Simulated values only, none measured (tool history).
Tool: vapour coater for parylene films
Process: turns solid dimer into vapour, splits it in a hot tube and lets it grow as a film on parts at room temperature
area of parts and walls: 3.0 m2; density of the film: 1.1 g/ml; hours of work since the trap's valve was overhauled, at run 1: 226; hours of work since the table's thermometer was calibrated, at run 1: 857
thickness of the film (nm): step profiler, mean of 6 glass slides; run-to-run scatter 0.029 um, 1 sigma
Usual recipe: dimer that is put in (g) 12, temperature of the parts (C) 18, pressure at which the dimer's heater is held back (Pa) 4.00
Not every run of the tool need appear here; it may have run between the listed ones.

run	day	dimer that is put in (g)	temperature of the parts (C)	pressure at which the dimer's heater is held back (Pa)	hours of work since the trap's valve was overhauled	hours of work since the table's thermometer was calibrated	thickness of the film (nm)
1	0.000	12	18	4.00	226	857	2900
2	3.512	12	18	4.00	292	923	2870
3	5.888	12	18	4.00	336	968	2810
4	8.396	12	18	4.00	383	1014	2770
# day 9.042: table's thermometer calibrated
5	11.367	12	18	4.00	438	44	2640
6	14.704	12	18	5.32	500	106	2510
# day 17.642: trap's valve overhauled
7	18.262	12	18	5.32	12	169	2870
8	20.075	12	18	5.32	46	203	2880
9	23.400	12	18	5.32	108	265	2830
10	26.521	12	18	5.32	166	324	2830
11	30.008	12	18	4.00	231	389	2960
12	32.888	12	18	4.00	285	443	2850
13	36.479	12	18	4.00	352	510	2810
14	38.704	12	18	4.00	394	552	2790
15	41.404	12	18	4.00	444	602	2730
16	43.767	8	18	4.00	489	646	1830
# day 47.358: trap's valve overhauled
17	47.521	8	18	4.00	3	713	2010
18	50.517	8	18	4.00	59	769	2040
19	52.450	12	18	3.68	95	806	3040
20	54.850	12	18	3.68	140	850	3040
21	58.008	12	18	3.68	199	910	2990
22	59.771	12	18	3.68	232	943	2990
23	61.967	12	18	3.68	273	984	2940
# day 64.333: table's thermometer calibrated
24	65.262	12	18	3.68	334	17	2770
25	67.196	12	18	3.68	370	54	2760
26	70.879	21	25	4.00	439	122	3310
27	73.650	21	25	5.47	491	174	3070
# day 77.179: trap's valve overhauled
28	77.333	21	25	5.47	3	240	3560
29	79.929	21	28	5.25	51	289	3060
30	81.796	21	28	5.25	86	323	3000
31	85.238	15	19	2.16	151	388	3770
32	87.500	7	13	10.77	193	430	1890
33	89.071	12	17	2.91	222	460	3160
34	92.504	16	29	5.77	287	524	2060
35	94.008	20	24	10.55	315	552	3040
36	96.992	20	24	10.55	370	608	3040
37	99.283	20	24	10.55	413	651	2930
38	101.333	6	13	2.13	452	689	1630
39	103.808	6	13	2.13	498	735	1550
# day 106.775: trap's valve overhauled
40	107.208	12	30	4.00	8	796	1680
41	108.754	12	18	4.58	37	825	2970

Below, each run's measurement less what the same run would have read without the hidden state. Both values contain the same run-to-run variation, but the gauge's scatter may not be the same in both:
Hidden state present: vapour lost through the trap's worn valve, %; true temperature of the parts over the reading, C; drift of the gauge itself on film_um, %.
run	thickness of the film (nm)
1	-100
2	-150
3	-170
4	-200
5	-350
6	-370
7	+10
8	-10
9	-50
10	-80
11	-110
12	-140
13	-180
14	-210
15	-230
16	-170
17	+60
18	+40
19	+30
20	+10
21	-30
22	-40
23	-70
24	-260
25	-280
26	-400
27	-410
28	+10
29	-30
30	-50
31	-110
32	-70
33	-140
34	-120
35	-190
36	-230
37	-250
38	-200
39	-220
40	+40
41	+50
